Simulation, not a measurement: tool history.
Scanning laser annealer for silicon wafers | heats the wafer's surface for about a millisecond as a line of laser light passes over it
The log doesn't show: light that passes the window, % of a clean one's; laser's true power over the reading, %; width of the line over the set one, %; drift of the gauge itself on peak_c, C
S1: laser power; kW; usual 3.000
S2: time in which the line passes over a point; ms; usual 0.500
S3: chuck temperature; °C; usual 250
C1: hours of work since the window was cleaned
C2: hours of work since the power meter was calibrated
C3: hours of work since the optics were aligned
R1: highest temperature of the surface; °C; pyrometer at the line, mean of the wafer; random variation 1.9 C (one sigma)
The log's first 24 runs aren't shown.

-- day=69.583 optics aligned, line set to its width
-- day=71.025 window over the wafer cleaned
run 25 day=71.571 | S1=3.285 S2=0.500 S3=250 | C1=9 C2=2759 C3=30 | R1=1176
run 26 day=75.600 | S1=2.579 S2=0.500 S3=215 | C1=72 C2=2823 C3=94 | R1=937
run 27 day=78.475 | S1=3.156 S2=0.404 S3=239 | C1=118 C2=2868 C3=139 | R1=1024
run 28 day=81.375 | S1=2.959 S2=0.404 S3=267 | C1=164 C2=2914 C3=185 | R1=1003
run 29 day=85.604 | S1=3.213 S2=0.578 S3=255 | C1=230 C2=2981 C3=252 | R1=1205
run 30 day=88.254 | S1=2.572 S2=0.469 S3=249 | C1=272 C2=3023 C3=294 | R1=929
run 31 day=91.358 | S1=2.575 S2=0.378 S3=249 | C1=321 C2=3072 C3=343 | R1=859
run 32 day=94.233 | S1=2.575 S2=0.378 S3=238 | C1=367 C2=3117 C3=388 | R1=842
run 33 day=96.358 | S1=2.575 S2=0.378 S3=238 | C1=400 C2=3151 C3=422 | R1=843
-- day=99.358 window over the wafer cleaned
run 34 day=99.358 | S1=2.656 S2=0.442 S3=250 | C1=0 C2=3197 C3=468 | R1=950
run 35 day=102.008 | S1=3.001 S2=0.520 S3=250 | C1=42 C2=3239 C3=510 | R1=1102
run 36 day=105.021 | S1=3.154 S2=0.500 S3=250 | C1=89 C2=3286 C3=557 | R1=1122
run 37 day=108.479 | S1=3.154 S2=0.500 S3=250 | C1=144 C2=3341 C3=612 | R1=1119
run 38 day=111.733 | S1=2.692 S2=0.563 S3=250 | C1=195 C2=3392 C3=663 | R1=1030
run 39 day=115.371 | S1=2.692 S2=0.600 S3=250 | C1=253 C2=3450 C3=721 | R1=1050
run 40 day=118.738 | S1=3.062 S2=0.500 S3=268 | C1=306 C2=3503 C3=774 | R1=1094

Forecast each of these 4 alternatives for the next run:
-- day=119.612 optics aligned, line set to its width
run A day=121.746 | S1=2.866 S2=0.385 S3=250 | C1=350 C2=3547 C3=34 | R1=?
-- day=119.612 optics aligned, line set to its width
run B day=121.746 | S1=3.000 S2=0.428 S3=250 | C1=350 C2=3547 C3=34 | R1=?
-- day=119.612 optics aligned, line set to its width
run C day=121.746 | S1=2.729 S2=0.500 S3=251 | C1=350 C2=3547 C3=34 | R1=?
-- day=119.612 optics aligned, line set to its width
run D day=121.746 | S1=3.062 S2=0.601 S3=259 | C1=350 C2=3547 C3=34 | R1=?

run=A R1=936
run=B R1=1009
run=C R1=999
run=D R1=1180
Without the tool's hidden state the same runs would have given:
run=A R1=952
run=B R1=1026
run=C R1=1016
run=D R1=1201
